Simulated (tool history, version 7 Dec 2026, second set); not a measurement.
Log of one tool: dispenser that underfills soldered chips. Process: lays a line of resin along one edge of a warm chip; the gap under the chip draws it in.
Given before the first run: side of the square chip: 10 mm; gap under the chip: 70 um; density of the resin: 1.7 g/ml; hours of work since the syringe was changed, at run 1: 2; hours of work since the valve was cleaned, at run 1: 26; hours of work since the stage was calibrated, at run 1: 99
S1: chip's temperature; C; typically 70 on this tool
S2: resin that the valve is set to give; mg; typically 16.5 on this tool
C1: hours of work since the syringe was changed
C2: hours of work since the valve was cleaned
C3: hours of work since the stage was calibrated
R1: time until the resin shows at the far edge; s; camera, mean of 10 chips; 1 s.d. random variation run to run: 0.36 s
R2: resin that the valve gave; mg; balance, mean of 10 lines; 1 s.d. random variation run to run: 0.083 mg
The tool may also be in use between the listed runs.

Run 1, hour 0: usual settings; C1 2; C2 26; C3 99. Result: R1 22.8 s, R2 16.12 mg.
Run 2, hour 6.3: usual settings; C1 7; C2 31; C3 104. Result: R1 30.7 s, R2 16.15 mg.
At hour 11.2: new syringe of resin.
Run 3, hour 11.2: usual settings but S2 15.3 mg; C1 0; C2 35; C3 108. Result: R1 20.3 s, R2 14.93 mg.
Run 4, hour 17.2: usual settings but S1 60 C; C1 5; C2 39; C3 112. Result: R1 37.2 s, R2 15.97 mg.
At hour 24.5: new syringe of resin.
Run 5, hour 25: usual settings but S1 60 C; C1 0; C2 45; C3 118. Result: R1 28.7 s, R2 16.14 mg.
Run 6, hour 30.5: usual settings but S2 15.8 mg; C1 5; C2 49; C3 122. Result: R1 27.9 s, R2 15.33 mg.
Run 7, hour 34.5: usual settings but S2 15.8 mg; C1 8; C2 52; C3 125. Result: R1 32.5 s, R2 15.27 mg.
At hour 38.5: new syringe of resin.
Run 8, hour 38.9: usual settings but S2 19.6 mg; C1 0; C2 55; C3 128. Result: R1 20 s, R2 18.87 mg.
Run 9, hour 42.8: usual settings but S2 19.6 mg; C1 3; C2 58; C3 131. Result: R1 23.6 s, R2 18.7 mg.
Run 10, hour 46.7: usual settings but S2 19.6 mg; C1 6; C2 61; C3 134. Result: R1 28.8 s, R2 18.82 mg.
At hour 52: new syringe of resin.
Run 11, hour 55.2: usual settings; C1 2; C2 68; C3 140. Result: R1 23.8 s, R2 15.79 mg.
Run 12, hour 60.7: usual settings; C1 7; C2 72; C3 145. Result: R1 30.8 s, R2 15.65 mg.
At hour 65.3: new syringe of resin.
Run 13, hour 67.8: usual settings; C1 2; C2 77; C3 150. Result: R1 23.8 s, R2 15.67 mg.
Run 14, hour 75.4: usual settings but S2 14.4 mg; C1 8; C2 83; C3 156. Result: R1 35 s, R2 13.58 mg.
At hour 79.2: new syringe of resin.
Run 15, hour 81.7: usual settings but S1 59 C; C1 2; C2 87; C3 160. Result: R1 34 s, R2 15.47 mg.
Run 16, hour 89.4: usual settings; C1 8; C2 93; C3 166. Result: R1 32.9 s, R2 15.59 mg.
At hour 93.1: new syringe of resin.
Run 17, hour 94.5: usual settings; C1 1; C2 97; C3 170. Result: R1 22.5 s, R2 15.56 mg.
Run 18, hour 102.4: usual settings; C1 7; C2 103; C3 176. Result: R1 32.8 s, R2 15.38 mg.
At hour 106.6: new syringe of resin.
Run 19, hour 107: usual settings; C1 0; C2 106; C3 179. Result: R1 22.8 s, R2 15.35 mg.
Run 20, hour 114.5: usual settings but S1 67 C, S2 15.1 mg; C1 6; C2 112; C3 185. Result: R1 35.6 s, R2 13.97 mg.
At hour 119.9: new syringe of resin.
Run 21, hour 119.9: usual settings but S1 58 C, S2 19.1 mg; C1 0; C2 116; C3 188. Result: R1 30.7 s, R2 17.52 mg.
Run 22, hour 127: usual settings but S1 58 C, S2 17.6 mg; C1 5; C2 121; C3 194. Result: R1 44.3 s, R2 16.23 mg.
At hour 133.3: new syringe of resin.
Run 23, hour 134.5: usual settings but S1 78 C, S2 16.9 mg; C1 1; C2 127; C3 199. Result: R1 17.4 s, R2 15.49 mg.
At hour 136.1: dispensing valve cleaned and set on the balance.
Run 24, hour 141.3: usual settings but S1 60 C, S2 16.4 mg; C1 5; C2 4; C3 204. Result: R1 40.3 s, R2 16.24 mg.
At hour 148: new syringe of resin.
Run 25, hour 149.3: usual settings but S1 57 C, S2 18 mg; C1 1; C2 10; C3 210. Result: R1 33.9 s, R2 17.81 mg.
Run 26, hour 157.5: usual settings but S1 57 C, S2 14.4 mg; C1 7; C2 16; C3 216. Result: R1 51.7 s, R2 14.32 mg.
At hour 161.7: new syringe of resin.
Run 27, hour 165.4: usual settings but S1 76 C, S2 17 mg; C1 3; C2 22; C3 222. Result: R1 21 s, R2 16.46 mg.
Run 28, hour 172.1: usual settings but S1 56 C, S2 14.5 mg; C1 8; C2 27; C3 227. Result: R1 57.8 s, R2 14.23 mg.
At hour 175.2: new syringe of resin.
Run 29, hour 180.2: usual settings but S1 58 C, S2 18.9 mg; C1 4; C2 33; C3 233. Result: R1 39.1 s, R2 18.52 mg.
At hour 188.6: new syringe of resin.
Run 30, hour 188.6: usual settings but S2 19.8 mg; C1 0; C2 39; C3 239. Result: R1 20.4 s, R2 19.38 mg.
Run 31, hour 193.9: usual settings but S1 81 C, S2 16.1 mg; C1 4; C2 43; C3 243. Result: R1 19.2 s, R2 15.64 mg.
Run 32, hour 200.3: usual settings but S1 81 C, S2 16.1 mg; C1 9; C2 48; C3 248. Result: R1 25.5 s, R2 15.51 mg.
At hour 202.5: new syringe of resin.
Run 33, hour 206.8: usual settings but S1 81 C, S2 16.1 mg; C1 3; C2 53; C3 253. Result: R1 17.4 s, R2 15.41 mg.
Run 34, hour 212.3: usual settings but S1 81 C, S2 16.1 mg; C1 7; C2 57; C3 257. Result: R1 23.3 s, R2 15.46 mg.
At hour 216.2: new syringe of resin.
Run 35, hour 221: usual settings but S2 17.9 mg; C1 4; C2 63; C3 263. Result: R1 25.2 s, R2 17.21 mg.

Forecast each of these 3 alternatives for the next run:
Run A, hour 227.5: usual settings but S2 14.9 mg; C1 9; C2 68; C3 268. Result: R1 ?, R2 ?.
Run B, hour 227.5: usual settings but S1 71 C, S2 20.3 mg; C1 9; C2 68; C3 268. Result: R1 ?, R2 ?.
Run C, hour 227.5: usual settings but S1 65 C; C1 9; C2 68; C3 268. Result: R1 ?, R2 ?.

run    R1     R2
  A    38  14.09
  B  33.3  19.29
  C  42.3  15.71
Take away the tool's hidden state, keep each run's random variation, and the runs would have read:
run    R1     R2
  A  21.6   14.8
  B  19.2  20.26
  C  23.9   16.5

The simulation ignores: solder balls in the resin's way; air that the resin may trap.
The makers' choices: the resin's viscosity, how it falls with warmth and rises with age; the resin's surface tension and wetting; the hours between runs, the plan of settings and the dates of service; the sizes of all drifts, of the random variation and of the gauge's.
